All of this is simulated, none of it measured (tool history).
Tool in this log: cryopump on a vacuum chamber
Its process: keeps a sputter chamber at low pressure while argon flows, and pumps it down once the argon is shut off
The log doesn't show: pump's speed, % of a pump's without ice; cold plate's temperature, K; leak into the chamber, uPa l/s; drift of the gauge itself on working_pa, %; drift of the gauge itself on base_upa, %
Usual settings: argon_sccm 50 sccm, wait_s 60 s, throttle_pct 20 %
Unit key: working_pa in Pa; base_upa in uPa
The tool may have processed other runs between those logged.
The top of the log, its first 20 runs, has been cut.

| run | day | argon_sccm | wait_s | throttle_pct | hours of work since the pump was warmed up and emptied | hours of work since the cold head was overhauled | hours of work since the chamber's fittings were tightened | working_pa | base_upa |
|---|---|---|---|---|---|---|---|---|---|
| 21 | 62.65 | 57 | 60 | 54 | 201 | 1689 | 617 | 0.2016 | 3.01 |
| 22 | 66.617 | 29 | 73 | 20 | 267 | 1755 | 683 | 0.2642 | 2.7 |
| 23 | 68.821 | 74 | 54 | 23 | 303 | 1791 | 719 | 0.5973 | 3.38 |
| 24 | 71.892 | 80 | 60 | 46 | 354 | 1842 | 770 | 0.3511 | 3.3 |
|  | 72.488 | pump warmed up, emptied and cooled again |
| 25 | 76.204 | 75 | 254 | 20 | 61 | 1910 | 838 | 0.6583 | 1.48 |
| 26 | 80.558 | 75 | 29 | 39 | 133 | 1982 | 910 | 0.3525 | 5.5 |
| 27 | 84.129 | 75 | 51 | 16 | 192 | 2041 | 969 | 0.8366 | 3.68 |
| 28 | 86.083 | 75 | 51 | 16 | 225 | 2073 | 1001 | 0.8377 | 3.73 |
| 29 | 89.717 | 37 | 51 | 16 | 285 | 2133 | 1061 | 0.4192 | 3.9 |
| 30 | 93.954 | 43 | 51 | 18 | 355 | 2203 | 1131 | 0.4411 | 4.12 |
|  | 94.517 | pump warmed up, emptied and cooled again |
| 31 | 98.058 | 50 | 60 | 24 | 59 | 2268 | 1196 | 0.3668 | 3.37 |
| 32 | 99.921 | 50 | 60 | 24 | 89 | 2299 | 1226 | 0.3709 | 3.38 |
| 33 | 103.658 | 50 | 60 | 24 | 151 | 2360 | 1288 | 0.3756 | 3.59 |

Forecast each of these 3 alternatives for the next run:
| A | 106.088 | 79 | 41 | 24 | 191 | 2400 | 1328 | ? | ? |
| B | 106.088 | 68 | 69 | 16 | 191 | 2400 | 1328 | ? | ? |
| C | 106.088 | 64 | 60 | 24 | 191 | 2400 | 1328 | ? | ? |

| run | working_pa | base_upa |
|---|---|---|
| A | 0.5996 | 4.62 |
| B | 0.7572 | 3.4 |
| C | 0.4853 | 3.68 |
Stripped of hidden state, with their random variation kept, the same runs would have yielded:
| run | working_pa | base_upa |
|---|---|---|
| A | 0.5726 | 3.35 |
| B | 0.7341 | 2.1 |
| C | 0.4634 | 2.4 |
